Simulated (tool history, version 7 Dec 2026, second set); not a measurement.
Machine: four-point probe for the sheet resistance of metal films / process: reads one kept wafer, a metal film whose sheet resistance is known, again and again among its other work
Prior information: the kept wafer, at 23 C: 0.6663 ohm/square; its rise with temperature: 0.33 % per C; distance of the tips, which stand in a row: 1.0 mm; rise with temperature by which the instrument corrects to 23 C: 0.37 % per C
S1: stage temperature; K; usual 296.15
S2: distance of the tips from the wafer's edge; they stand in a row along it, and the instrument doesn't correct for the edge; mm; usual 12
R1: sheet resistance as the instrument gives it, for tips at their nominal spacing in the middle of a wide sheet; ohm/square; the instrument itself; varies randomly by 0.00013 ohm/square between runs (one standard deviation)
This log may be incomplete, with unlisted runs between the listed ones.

run,hour,S1,S2,R1
1,0.0,296.15,12,0.670334
2,18.5,292.15,12,0.671397
3,30.6,292.15,12,0.671551
4,44.8,296.15,12,0.670098
5,67.8,296.15,12,0.670284
6,78.5,307.15,12,0.667388
7,96.6,307.15,12,0.667211
8,111.5,300.15,12,0.668982
9,136.0,300.15,12,0.669343
10,150.4,300.15,12,0.669236
11,174.7,300.15,12,0.669426
12,188.0,296.15,12,0.670366
13,209.0,296.15,12,0.670113
14,220.5,296.15,12,0.670420
15,241.9,296.15,12,0.670406
16,266.2,296.15,12,0.670505
17,281.9,296.15,12,0.670271
18,294.7,296.15,3,0.705260
19,316.3,296.15,3,0.705357
20,339.9,296.15,3,0.705513
21,355.0,296.15,12,0.670044
22,370.7,296.15,12,0.670223
23,383.0,296.15,12,0.670618
24,403.6,298.15,4,0.689151
25,421.7,295.15,4,0.689971

Run 26, settings as shown, results not yet in. Your forecast:
26,447.2,307.15,12,?

Run 26 produced R1 0.667660 ohm/square.
On a tool with no hidden condition, and with the same random variation, this run would have come out at R1 0.665995 ohm/square.
